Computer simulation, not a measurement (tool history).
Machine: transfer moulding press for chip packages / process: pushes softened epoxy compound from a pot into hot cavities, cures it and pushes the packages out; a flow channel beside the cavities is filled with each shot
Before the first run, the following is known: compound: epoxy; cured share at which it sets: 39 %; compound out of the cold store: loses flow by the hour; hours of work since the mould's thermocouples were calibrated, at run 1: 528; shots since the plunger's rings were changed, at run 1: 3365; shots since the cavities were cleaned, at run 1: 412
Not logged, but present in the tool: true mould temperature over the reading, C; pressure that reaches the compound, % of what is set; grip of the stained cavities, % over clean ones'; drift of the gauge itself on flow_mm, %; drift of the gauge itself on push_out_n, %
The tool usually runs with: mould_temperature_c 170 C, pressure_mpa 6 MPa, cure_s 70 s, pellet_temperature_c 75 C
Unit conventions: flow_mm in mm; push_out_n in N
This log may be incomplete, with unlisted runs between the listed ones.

run,hour,mould_temperature_c,pressure_mpa,cure_s,pellet_temperature_c,hours of work since the mould's thermocouples were calibrated,shots since the plunger's rings were changed,shots since the cavities were cleaned,incoming compound's hours out of the cold store,flow_mm,push_out_n
1,0,170,6,70,75,528,3365,412,37.6,593,806
2,10.4,170,6,70,75,535,3553,600,32.1,599,840
# hour 21.1: cavities cleaned with cleaning compound and waxed
3,32.7,170,6,70,75,549,3927,208,44.2,583,793
# hour 52.1: plunger's sealing rings changed
4,56.4,163,6,70,75,564,77,590,33.4,624,1385
# hour 66.2: cavities cleaned with cleaning compound and waxed
5,73.1,163,6,70,75,574,351,124,24.7,634,1393
6,83.6,163,6,70,75,581,539,312,28.9,627,1396
7,102.5,163,6,70,75,594,880,653,24.5,636,1451
# hour 109.4: cavities cleaned with cleaning compound and waxed
8,120.9,163,6,70,75,605,1184,207,29.8,627,1358
9,136.7,163,6,70,75,616,1468,491,11.3,653,1481
# hour 152.1: cavities cleaned with cleaning compound and waxed
10,160.2,163,6,70,75,631,1864,146,39.4,613,1348
11,181.9,170,6,78,75,645,2255,537,29,602,612
# hour 195.8: cavities cleaned with cleaning compound and waxed
12,198.2,170,6,78,75,655,2522,44,25.2,609,618
13,220,170,6,78,75,670,2914,436,15.1,621,644
14,236.1,170,6,78,75,681,3203,725,24.6,607,598
# hour 239.2: cavities cleaned with cleaning compound and waxed
15,247.4,170,4.59,105,75,688,3381,149,12.2,545,463
16,268.4,174,6,79,75,702,3758,526,23.3,600,529
# hour 283.7: cavities cleaned with cleaning compound and waxed
17,286.8,168,5.48,59,68,713,4062,55,24.8,588,1495
# hour 297.7: plunger's sealing rings changed
18,306.7,168,5.48,59,68,725,162,368,11.7,606,1576
19,317.9,169,7.38,67,69,733,364,570,40.7,659,999
# hour 329.1: cavities cleaned with cleaning compound and waxed
20,335.9,169,7.38,67,69,744,660,121,19.9,685,1050
21,351.4,167,6.82,70,83,754,939,400,13.3,676,1003
22,365.4,167,6.82,70,83,764,1193,654,22.9,662,992
# hour 372.2: cavities cleaned with cleaning compound and waxed
23,378.5,167,6.82,70,83,771,1402,115,45.8,631,942
24,392.3,170,6,70,70,781,1649,362,8.7,633,859
25,401.8,170,4.6,70,75,787,1821,534,17.9,543,836
# hour 415.4: cavities cleaned with cleaning compound and waxed
26,416.3,170,6,107,76,796,2053,16,30.2,602,450
27,428.4,170,6,107,76,804,2271,234,41.3,587,455
28,446.1,168,6,79,69,816,2590,553,31.7,607,722

What if the next run were any one of these 4? Each begins from the tool's condition after run 28:
# hour 457.9: cavities cleaned with cleaning compound and waxed
A,457.9,163,6,70,68,823,2776,0,29,?,?
# hour 457.9: cavities cleaned with cleaning compound and waxed
B,457.9,164,7.32,79,69,823,2776,0,16.6,?,?
# hour 457.9: cavities cleaned with cleaning compound and waxed
C,457.9,168,4.91,79,69,823,2776,0,8.8,?,?
# hour 457.9: cavities cleaned with cleaning compound and waxed
D,457.9,171,5.6,70,85,823,2776,0,46.2,?,?

run,flow_mm,push_out_n
A,627,1395
B,709,977
C,577,720
D,560,686
With the hidden condition removed and each run's random variation left untouched, the same runs would have given:
run,flow_mm,push_out_n
A,628,1398
B,709,979
C,578,722
D,560,687
